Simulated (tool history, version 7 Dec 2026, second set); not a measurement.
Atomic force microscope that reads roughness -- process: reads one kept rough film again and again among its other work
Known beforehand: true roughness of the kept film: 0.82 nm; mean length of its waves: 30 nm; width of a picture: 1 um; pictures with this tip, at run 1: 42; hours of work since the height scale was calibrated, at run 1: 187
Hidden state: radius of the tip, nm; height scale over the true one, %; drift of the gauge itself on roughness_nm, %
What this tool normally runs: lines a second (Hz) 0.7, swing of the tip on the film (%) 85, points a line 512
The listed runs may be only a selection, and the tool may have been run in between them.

run	day	lines a second (Hz)	swing of the tip on the film (%)	points a line	pictures with this tip	hours of work since the height scale was calibrated	roughness of the kept film (nm (root mean square))
1	0	0.7	85	512	42	187	0.735
2	0.675	0.7	85	512	78	199	0.726
3	1.4	0.7	85	512	116	211	0.715
4	1.758	0.7	85	512	135	218	0.708
5	2.433	0.7	85	512	170	229	0.707
6	3.038	0.7	85	512	202	239	0.703
7	3.412	0.7	85	432	222	246	0.695
8	3.942	0.7	85	432	250	255	0.695
9	4.417	0.7	85	432	275	263	0.694
10	4.975	0.7	85	432	305	273	0.681
11	5.329	0.7	85	432	324	279	0.675
# day 5.529: new tip fitted
12	5.858	0.7	85	432	18	287	0.739
13	6.271	0.7	85	432	39	294	0.726
14	6.85	0.7	85	432	70	304	0.719
15	7.321	0.7	85	483	95	312	0.719
16	8.108	0.7	85	512	136	326	0.712
17	8.617	1.939	85	512	163	335	0.631
18	9.108	0.7	85	351	189	343	0.699
19	9.667	0.7	85	351	219	353	0.699
20	10.271	0.7	85	351	251	363	0.693
21	10.679	0.7	85	351	272	370	0.686
22	11.046	0.7	85	512	292	376	0.695
23	11.633	0.7	85	512	323	386	0.684
# day 11.825: new tip fitted
24	12.442	1.454	85	512	32	400	0.68
25	13.2	0.7	85	512	73	413	0.725
26	13.958	0.7	85	512	113	426	0.72
27	14.321	0.634	70	512	132	432	0.744
28	14.842	1.046	85	396	160	441	0.682
29	15.408	2.262	63	719	189	451	0.703
30	16.15	3.769	59	394	229	463	0.688
31	16.558	1.088	74	512	250	471	0.704
32	17.192	1.844	58	313	284	481	0.707
33	17.804	2.288	68	666	316	492	0.661
# day 18.112: new tip fitted
34	18.417	2.288	84	666	16	502	0.639
35	18.875	2.288	84	666	41	510	0.634
36	19.25	1.753	69	288	61	516	0.714
37	20	0.7	57	296	100	529	0.755
38	20.458	2.845	57	630	124	537	0.72
39	21.212	1.237	62	586	164	550	0.743
40	21.946	1.257	56	512	203	563	0.74
41	22.704	1.257	56	512	243	576	0.729
42	23.321	0.616	56	332	276	586	0.73
43	23.862	0.616	56	332	304	595	0.72
44	24.208	1.554	85	512	323	601	0.626
# day 24.429: new tip fitted
45	24.646	1.554	85	512	12	608	0.678
46	25.012	0.847	74	487	31	615	0.746
47	25.754	0.7	85	614	70	627	0.722
48	26.133	0.7	85	614	90	634	0.724
49	26.662	1.659	56	425	119	643	0.746
50	27.046	0.582	59	797	139	650	0.763
51	27.583	0.582	59	797	167	659	0.761
52	28.008	0.582	62	473	190	666	0.747

How the hidden state differs across the entries between the runs, from the last listed run before each to the first after it:
After run 11, before run 12: new tip fitted (day 5.529)
  radius of the tip, nm: 30.9 -> 8.6
  measured less the result without the state, roughness of the kept film (nm (root mean square)): -0.056 -> -0.003
After run 23, before run 24: new tip fitted (day 11.825)
  radius of the tip, nm: 29.9 -> 9.2
  measured less the result without the state, roughness of the kept film (nm (root mean square)): -0.054 -> -0.004
After run 33, before run 34: new tip fitted (day 18.112)
  radius of the tip, nm: 28.9 -> 8.4
  measured less the result without the state, roughness of the kept film (nm (root mean square)): -0.051 -> -0.002
After run 44, before run 45: new tip fitted (day 24.429)
  radius of the tip, nm: 29.7 -> 8.6; height scale over the true one, %: 0.04 -> 0.03
  measured less the result without the state, roughness of the kept film (nm (root mean square)): -0.05 -> -0.003

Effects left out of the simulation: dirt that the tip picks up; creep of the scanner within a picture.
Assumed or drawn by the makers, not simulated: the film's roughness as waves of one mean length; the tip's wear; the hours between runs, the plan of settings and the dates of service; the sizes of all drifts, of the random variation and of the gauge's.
